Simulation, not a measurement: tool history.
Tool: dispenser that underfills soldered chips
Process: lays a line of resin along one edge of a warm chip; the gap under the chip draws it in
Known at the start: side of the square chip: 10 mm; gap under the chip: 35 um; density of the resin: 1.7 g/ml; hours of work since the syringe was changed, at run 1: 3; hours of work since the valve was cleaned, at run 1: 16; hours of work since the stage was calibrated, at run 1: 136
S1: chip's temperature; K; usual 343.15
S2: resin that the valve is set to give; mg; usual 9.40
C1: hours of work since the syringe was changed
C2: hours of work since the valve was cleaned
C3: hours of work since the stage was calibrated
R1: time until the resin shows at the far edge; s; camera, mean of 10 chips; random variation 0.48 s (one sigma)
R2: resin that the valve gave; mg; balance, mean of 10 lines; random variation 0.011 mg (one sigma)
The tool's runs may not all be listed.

run	day	S1	S2	C1	C2	C3	R1	R2
1	0.000	343.15	9.40	3	16	136	46.1	9.35
2	0.188	343.15	9.40	6	19	139	55.9	9.34
3	0.358	343.15	9.40	9	22	142	69.5	9.32
# day 0.442: new syringe of resin
4	0.458	328.15	9.40	0	23	143	74.7	9.34
5	0.567	328.15	9.40	2	25	145	83.8	9.33
6	0.725	328.15	9.40	5	28	148	101.2	9.31
7	0.917	328.15	9.40	8	31	151	126.9	9.31
# day 1.046: new syringe of resin
8	1.054	348.15	9.40	0	33	153	29.6	9.28
9	1.142	343.15	9.40	2	35	155	41.2	9.30
10	1.317	340.15	9.40	5	38	158	57.0	9.28
11	1.438	340.15	9.40	7	40	160	66.5	9.27
12	1.621	343.15	8.87	10	43	163	71.0	8.75
# day 1.658: new syringe of resin
13	1.808	343.15	8.87	3	46	166	45.0	8.72
# day 1.862: dispensing valve cleaned and set on the balance
14	1.975	343.15	8.87	5	2	168	50.3	8.88
15	2.096	347.15	10.21	7	4	171	47.4	10.19
16	2.188	347.15	10.21	8	6	172	53.3	10.18
# day 2.312: new syringe of resin
17	2.346	335.15	9.40	1	8	175	55.3	9.37
18	2.542	335.15	9.40	4	11	178	66.8	9.36
19	2.725	352.15	10.91	7	15	181	39.0	10.86
20	2.808	350.15	9.70	9	16	183	47.1	9.66
# day 2.938: new syringe of resin
21	2.996	334.15	10.56	1	19	186	59.8	10.49
22	3.083	334.15	10.56	3	21	187	65.3	10.49
23	3.283	334.15	10.56	6	24	191	83.9	10.48
24	3.371	353.15	9.40	8	26	192	38.7	9.30

Forecast each of these 5 alternatives for the next run:
A	3.471	353.15	11.95	9	27	194	?	?
B	3.471	357.15	10.04	9	27	194	?	?
C	3.471	356.15	9.40	9	27	194	?	?
D	3.471	336.15	8.47	9	27	194	?	?
E	3.471	353.15	8.46	9	27	194	?	?

run	R1	R2
A	43.5	11.84
B	36.9	9.95
C	39.2	9.31
D	96.3	8.37
E	44.9	8.37
Without the tool's hidden state the same runs would have given:
run	R1	R2
A	23.7	11.95
B	20.1	10.03
C	21.5	9.39
D	52.9	8.45
E	24.6	8.44
